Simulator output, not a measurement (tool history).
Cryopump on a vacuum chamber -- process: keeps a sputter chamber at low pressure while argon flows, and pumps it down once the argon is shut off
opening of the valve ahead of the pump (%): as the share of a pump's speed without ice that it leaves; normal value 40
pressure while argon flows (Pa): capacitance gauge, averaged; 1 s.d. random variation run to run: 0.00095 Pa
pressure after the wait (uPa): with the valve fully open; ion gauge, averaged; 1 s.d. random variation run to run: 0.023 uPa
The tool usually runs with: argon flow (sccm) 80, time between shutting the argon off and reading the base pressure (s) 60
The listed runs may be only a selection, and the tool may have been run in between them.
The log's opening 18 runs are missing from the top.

run,hour,argon flow (sccm),time between shutting the argon off and reading the base pressure (s),opening of the valve ahead of the pump (%),pressure while argon flows (Pa),pressure after the wait (uPa)
19,1018.1,39,69,40,0.0996,1.60
# hour 1070.2: leaking fittings of the chamber tightened, without venting
20,1103.5,39,69,40,0.1008,0.73
21,1172.7,70,299,36,0.2002,0.34
22,1227.3,60,51,41,0.1484,0.95
23,1282.3,80,178,44,0.1882,0.47
24,1347.2,32,55,17,0.1909,0.92
25,1429.8,98,40,59,0.1757,1.20
26,1483.5,72,246,44,0.1701,0.44
27,1564.8,57,83,21,0.2796,0.73
28,1637.7,71,67,40,0.1852,0.80
29,1684.2,136,217,40,0.3534,0.49
30,1738.9,80,57,32,0.2596,0.98
31,1816.1,80,48,17,0.4810,1.05
32,1856.0,80,234,36,0.2324,0.47
33,1895.2,80,32,36,0.2306,1.44

Forecast each of these 3 alternatives for the next run:
A,1959.6,124,112,26,?,?
B,1959.6,119,147,26,?,?
C,1959.6,80,158,40,?,?

run,pressure while argon flows (Pa),pressure after the wait (uPa)
A,0.4953,0.68
B,0.4727,0.62
C,0.2125,0.60
Without the tool's unlogged condition, the same runs would have read:
run,pressure while argon flows (Pa),pressure after the wait (uPa)
A,0.4794,0.49
B,0.4575,0.44
C,0.2022,0.42
